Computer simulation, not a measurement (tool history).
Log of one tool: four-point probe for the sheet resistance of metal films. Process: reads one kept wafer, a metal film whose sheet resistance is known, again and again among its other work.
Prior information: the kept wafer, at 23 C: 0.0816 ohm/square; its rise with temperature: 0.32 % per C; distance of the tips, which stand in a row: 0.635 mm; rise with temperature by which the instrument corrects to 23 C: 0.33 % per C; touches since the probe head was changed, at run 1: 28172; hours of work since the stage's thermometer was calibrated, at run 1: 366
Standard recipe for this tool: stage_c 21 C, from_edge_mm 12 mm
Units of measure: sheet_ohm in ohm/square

| run | hour | stage_c | from_edge_mm | touches since the probe head was changed | hours of work since the stage's thermometer was calibrated | sheet_ohm |
|---|---|---|---|---|---|---|
| 1 | 0.0 | 21 | 12 | 28172 | 366 | 0.081375 |
| 2 | 14.9 | 21 | 12 | 28684 | 373 | 0.081410 |
| 3 | 34.8 | 21 | 23 | 29364 | 383 | 0.081281 |
| 4 | 47.0 | 21 | 23 | 29782 | 389 | 0.081284 |
| 5 | 65.6 | 21 | 23 | 30418 | 398 | 0.081288 |
| 6 | 74.8 | 25 | 12 | 30733 | 402 | 0.081358 |
| 7 | 95.2 | 20 | 12 | 31431 | 412 | 0.081359 |
| 8 | 113.1 | 20 | 12 | 32043 | 420 | 0.081381 |
| 9 | 131.7 | 20 | 56 | 32680 | 429 | 0.081248 |
| 10 | 141.8 | 20 | 20 | 33028 | 434 | 0.081282 |
| 11 | 157.8 | 20 | 20 | 33575 | 442 | 0.081276 |
| 12 | 177.6 | 20 | 20 | 34254 | 451 | 0.081249 |
| 13 | 196.0 | 21 | 12 | 34881 | 460 | 0.081347 |
| 14 | 209.9 | 21 | 12 | 35359 | 467 | 0.081309 |
| 15 | 230.2 | 32 | 7 | 36052 | 476 | 0.081473 |
| 16 | 243.1 | 28 | 9 | 36496 | 482 | 0.081369 |
| 17 | 262.4 | 27 | 3 | 37155 | 492 | 0.083053 |
| 18 | 273.8 | 20 | 3 | 37545 | 497 | 0.083096 |
| 19 | 284.0 | 21 | 47 | 37896 | 502 | 0.081155 |
| 20 | 296.6 | 32 | 12 | 38329 | 508 | 0.081196 |
| 21 | 315.6 | 35 | 6 | 38978 | 517 | 0.081545 |
| 22 | 332.1 | 31 | 6 | 39543 | 525 | 0.081623 |
| 23 | 343.8 | 23 | 70 | 39944 | 531 | 0.081115 |
| 24 | 357.7 | 23 | 4 | 40417 | 537 | 0.082230 |
| 25 | 377.8 | 23 | 4 | 41106 | 547 | 0.082194 |

Alternative continuations, all from the tool just after run 25; predict every row:
| A | 388.5 | 23 | 37 | 41472 | 552 | ? |
| B | 388.5 | 21 | 6 | 41472 | 552 | ? |
| C | 388.5 | 28 | 51 | 41472 | 552 | ? |
| D | 388.5 | 21 | 12 | 41472 | 552 | ? |

| run | sheet_ohm |
|---|---|
| A | 0.081108 |
| B | 0.081593 |
| C | 0.081097 |
| D | 0.081248 |
What these runs would have given with no unlogged condition in the tool:
| run | sheet_ohm |
|---|---|
| A | 0.081599 |
| B | 0.082086 |
| C | 0.081589 |
| D | 0.081739 |
